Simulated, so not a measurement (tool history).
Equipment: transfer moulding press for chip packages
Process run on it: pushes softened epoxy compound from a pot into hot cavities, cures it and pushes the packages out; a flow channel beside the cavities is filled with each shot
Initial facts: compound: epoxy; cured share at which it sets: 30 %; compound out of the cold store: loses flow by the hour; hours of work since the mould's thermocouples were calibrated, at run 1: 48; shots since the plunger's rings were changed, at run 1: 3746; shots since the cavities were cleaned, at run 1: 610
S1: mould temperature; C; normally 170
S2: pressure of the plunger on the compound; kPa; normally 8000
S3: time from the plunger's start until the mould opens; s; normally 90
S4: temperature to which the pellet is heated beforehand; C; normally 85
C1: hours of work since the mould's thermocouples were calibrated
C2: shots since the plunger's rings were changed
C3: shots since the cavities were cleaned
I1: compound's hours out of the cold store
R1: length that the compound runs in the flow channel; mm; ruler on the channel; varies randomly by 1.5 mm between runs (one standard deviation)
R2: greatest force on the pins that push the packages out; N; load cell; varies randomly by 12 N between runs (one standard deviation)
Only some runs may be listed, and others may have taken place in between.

{"run": 1, "hour": 0.0, "S1": 170, "S2": 8000, "S3": 90, "S4": 85, "C1": 48, "C2": 3746, "C3": 610, "I1": 16.5, "R1": 805, "R2": 877}
{"run": 2, "hour": 13.1, "S1": 172, "S2": 8000, "S3": 90, "S4": 85, "C1": 54, "C2": 3863, "C3": 727, "I1": 22.8, "R1": 781, "R2": 725}
{"hour": 25.0, "done": "cavities cleaned with cleaning compound and waxed"}
{"run": 3, "hour": 25.0, "S1": 170, "S2": 8000, "S3": 90, "S4": 87, "C1": 58, "C2": 3957, "C3": 0, "I1": 33.7, "R1": 770, "R2": 1049}
{"run": 4, "hour": 34.5, "S1": 177, "S2": 8000, "S3": 90, "S4": 87, "C1": 62, "C2": 4042, "C3": 85, "I1": 12.5, "R1": 778, "R2": 661}
{"run": 5, "hour": 48.1, "S1": 177, "S2": 8000, "S3": 90, "S4": 87, "C1": 68, "C2": 4163, "C3": 206, "I1": 21.4, "R1": 762, "R2": 648}
{"hour": 59.5, "done": "plunger's sealing rings changed"}
{"run": 6, "hour": 60.1, "S1": 162, "S2": 8000, "S3": 90, "S4": 85, "C1": 72, "C2": 6, "C3": 292, "I1": 33.5, "R1": 835, "R2": 1894}
{"hour": 67.1, "done": "cavities cleaned with cleaning compound and waxed, once more"}
{"run": 7, "hour": 74.5, "S1": 162, "S2": 8000, "S3": 105, "S4": 85, "C1": 77, "C2": 122, "C3": 67, "I1": 15.6, "R1": 871, "R2": 811}
{"run": 8, "hour": 85.7, "S1": 170, "S2": 8000, "S3": 90, "S4": 84, "C1": 82, "C2": 222, "C3": 167, "I1": 45.0, "R1": 770, "R2": 652}
{"run": 9, "hour": 105.9, "S1": 170, "S2": 8000, "S3": 90, "S4": 84, "C1": 90, "C2": 403, "C3": 348, "I1": 30.8, "R1": 799, "R2": 763}
{"run": 10, "hour": 117.2, "S1": 170, "S2": 8000, "S3": 90, "S4": 85, "C1": 95, "C2": 504, "C3": 449, "I1": 34.2, "R1": 792, "R2": 801}
{"run": 11, "hour": 129.4, "S1": 170, "S2": 8000, "S3": 90, "S4": 85, "C1": 100, "C2": 614, "C3": 559, "I1": 23.0, "R1": 813, "R2": 871}
{"run": 12, "hour": 140.8, "S1": 170, "S2": 8000, "S3": 90, "S4": 85, "C1": 104, "C2": 716, "C3": 661, "I1": 33.4, "R1": 791, "R2": 863}
{"run": 13, "hour": 156.9, "S1": 170, "S2": 8000, "S3": 90, "S4": 85, "C1": 111, "C2": 860, "C3": 805, "I1": 16.9, "R1": 823, "R2": 900}
{"hour": 160.3, "done": "cavities cleaned with cleaning compound and waxed"}
{"run": 14, "hour": 176.1, "S1": 170, "S2": 8000, "S3": 90, "S4": 85, "C1": 118, "C2": 1019, "C3": 142, "I1": 39.2, "R1": 777, "R2": 668}
{"run": 15, "hour": 192.0, "S1": 175, "S2": 8430, "S3": 86, "S4": 84, "C1": 125, "C2": 1162, "C3": 285, "I1": 37.3, "R1": 783, "R2": 540}
{"run": 16, "hour": 210.2, "S1": 170, "S2": 8630, "S3": 103, "S4": 85, "C1": 132, "C2": 1325, "C3": 448, "I1": 17.1, "R1": 852, "R2": 588}
{"run": 17, "hour": 229.7, "S1": 170, "S2": 8630, "S3": 103, "S4": 85, "C1": 141, "C2": 1500, "C3": 623, "I1": 23.3, "R1": 838, "R2": 644}
{"run": 18, "hour": 242.0, "S1": 170, "S2": 8630, "S3": 103, "S4": 85, "C1": 146, "C2": 1610, "C3": 733, "I1": 23.8, "R1": 835, "R2": 634}
{"hour": 253.9, "done": "cavities cleaned with cleaning compound and waxed"}
{"run": 19, "hour": 259.7, "S1": 170, "S2": 8000, "S3": 71, "S4": 85, "C1": 152, "C2": 1755, "C3": 52, "I1": 15.2, "R1": 818, "R2": 1127}
{"run": 20, "hour": 279.1, "S1": 163, "S2": 8000, "S3": 90, "S4": 90, "C1": 160, "C2": 1929, "C3": 226, "I1": 24.4, "R1": 835, "R2": 1244}
{"run": 21, "hour": 288.3, "S1": 162, "S2": 8000, "S3": 90, "S4": 92, "C1": 164, "C2": 2011, "C3": 308, "I1": 17.1, "R1": 853, "R2": 1417}
{"run": 22, "hour": 303.8, "S1": 170, "S2": 9740, "S3": 90, "S4": 85, "C1": 171, "C2": 2150, "C3": 447, "I1": 40.4, "R1": 851, "R2": 811}
{"run": 23, "hour": 314.5, "S1": 165, "S2": 8000, "S3": 90, "S4": 85, "C1": 175, "C2": 2246, "C3": 543, "I1": 24.2, "R1": 824, "R2": 1285}
{"run": 24, "hour": 331.2, "S1": 177, "S2": 6950, "S3": 70, "S4": 81, "C1": 182, "C2": 2396, "C3": 693, "I1": 38.4, "R1": 698, "R2": 1006}
{"hour": 347.8, "done": "cavities cleaned with cleaning compound and waxed"}
{"run": 25, "hour": 349.4, "S1": 177, "S2": 6950, "S3": 70, "S4": 81, "C1": 189, "C2": 2546, "C3": 14, "I1": 15.6, "R1": 732, "R2": 696}
{"run": 26, "hour": 357.9, "S1": 172, "S2": 6290, "S3": 84, "S4": 89, "C1": 192, "C2": 2622, "C3": 90, "I1": 11.8, "R1": 723, "R2": 648}
{"run": 27, "hour": 374.9, "S1": 168, "S2": 6290, "S3": 84, "S4": 85, "C1": 199, "C2": 2775, "C3": 243, "I1": 46.3, "R1": 679, "R2": 976}

For some of the steps in R1 from one run to the next: how much would appear even if the tool had no hidden state, given the settings, what came in and random variation, and how much remains for the hidden state plus any gauge scatter that the measured result and the result without hidden state don't share?
The tool's hidden condition here consists of: true mould temperature over the reading, C; pressure that reaches the compound, % of what is set; grip of the stained cavities, % over clean ones'; drift of the gauge itself on flow_mm, %; drift of the gauge itself on push_out_n, %.
Run 5 -> 6: S1 177 -> 162, S4 87 -> 85, plunger's sealing rings changed. R1 +73 mm: hidden state +24, all else +49.
Run 7 -> 8: S1 162 -> 170, S3 105 -> 90, S4 85 -> 84. R1 -101 mm: hidden state -2, all else -99.
Run 23 -> 24: S1 165 -> 177, S2 8000 -> 6950, S3 90 -> 70, S4 85 -> 81. R1 -126 mm: hidden state +1, all else -127.
